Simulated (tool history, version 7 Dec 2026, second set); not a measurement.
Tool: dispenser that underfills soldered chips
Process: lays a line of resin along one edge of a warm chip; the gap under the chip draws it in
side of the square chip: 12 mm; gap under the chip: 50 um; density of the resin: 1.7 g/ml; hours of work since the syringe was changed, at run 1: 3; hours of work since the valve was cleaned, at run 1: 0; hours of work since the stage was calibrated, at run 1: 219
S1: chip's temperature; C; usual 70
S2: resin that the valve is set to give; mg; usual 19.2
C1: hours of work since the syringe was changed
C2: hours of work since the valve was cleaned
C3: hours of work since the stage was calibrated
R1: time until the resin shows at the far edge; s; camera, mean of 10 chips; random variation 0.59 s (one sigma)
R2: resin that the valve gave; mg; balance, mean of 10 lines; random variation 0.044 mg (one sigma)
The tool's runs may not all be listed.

| run | hour | S1 | S2 | C1 | C2 | C3 | R1 | R2 |
|---|---|---|---|---|---|---|---|---|
| 1 | 0 | 70 | 19.2 | 3 | 0 | 219 | 69.2 | 19.1 |
| 2 | 10.2 | 70 | 19.2 | 9 | 7 | 226 | 116.5 | 19.02 |
|  | 11.6 | new syringe of resin |
| 3 | 20.1 | 70 | 19.2 | 5 | 13 | 232 | 82.4 | 19.11 |
|  | 27.5 | new syringe of resin |
| 4 | 32.6 | 70 | 19.2 | 3 | 20 | 239 | 69 | 18.93 |
| 5 | 39.9 | 70 | 19.2 | 8 | 25 | 244 | 99.2 | 18.83 |
|  | 43.7 | new syringe of resin |
| 6 | 49.3 | 70 | 19.2 | 4 | 31 | 250 | 71.2 | 18.9 |
|  | 60.5 | new syringe of resin |
| 7 | 62.2 | 70 | 19.2 | 1 | 38 | 257 | 59.2 | 18.75 |
| 8 | 73.9 | 70 | 24.7 | 8 | 46 | 265 | 106.2 | 24.18 |
|  | 76.7 | new syringe of resin |
| 9 | 82 | 70 | 24.7 | 3 | 51 | 270 | 69 | 24.08 |
|  | 92.6 | new syringe of resin |
| 10 | 94.4 | 70 | 24.7 | 1 | 58 | 277 | 59.8 | 23.9 |
|  | 98.4 | dispensing valve cleaned and set on the balance |
| 11 | 105.6 | 82 | 19.2 | 7 | 5 | 284 | 54.8 | 19.25 |
|  | 109.3 | new syringe of resin |
| 12 | 119.2 | 70 | 19.2 | 6 | 13 | 292 | 89.8 | 19.03 |
|  | 125 | new syringe of resin |
| 13 | 129.8 | 70 | 19.2 | 3 | 19 | 298 | 71.9 | 18.97 |
|  | 141.3 | new syringe of resin |
| 14 | 142.4 | 76 | 23.5 | 1 | 27 | 306 | 41.4 | 23.21 |
| 15 | 150.5 | 76 | 23.5 | 6 | 32 | 311 | 61.1 | 23.13 |
|  | 157.2 | new syringe of resin |
| 16 | 161.2 | 76 | 23.5 | 3 | 38 | 317 | 48.7 | 23.12 |
|  | 173.2 | new syringe of resin |
| 17 | 174.7 | 73 | 24.5 | 1 | 47 | 326 | 50.6 | 23.99 |
| 18 | 187.8 | 73 | 24.5 | 9 | 55 | 334 | 98.1 | 23.85 |
|  | 189.7 | new syringe of resin |
|  | 197.8 | dispensing valve cleaned and set on the balance |
| 19 | 198.9 | 73 | 24.5 | 5 | 1 | 340 | 71.6 | 24.47 |
|  | 207.3 | new syringe of resin |
| 20 | 211.1 | 58 | 21.1 | 2 | 8 | 347 | 128 | 21 |

Forecast run 21:
| 21 | 219.4 | 58 | 21.1 | 8 | 13 | 353 | ? | ? |

{"run 21": {"R1": 191, "R2": 21.08}}
Without the tool's hidden state the same run would have given R1 95 s, R2 21.17 mg.

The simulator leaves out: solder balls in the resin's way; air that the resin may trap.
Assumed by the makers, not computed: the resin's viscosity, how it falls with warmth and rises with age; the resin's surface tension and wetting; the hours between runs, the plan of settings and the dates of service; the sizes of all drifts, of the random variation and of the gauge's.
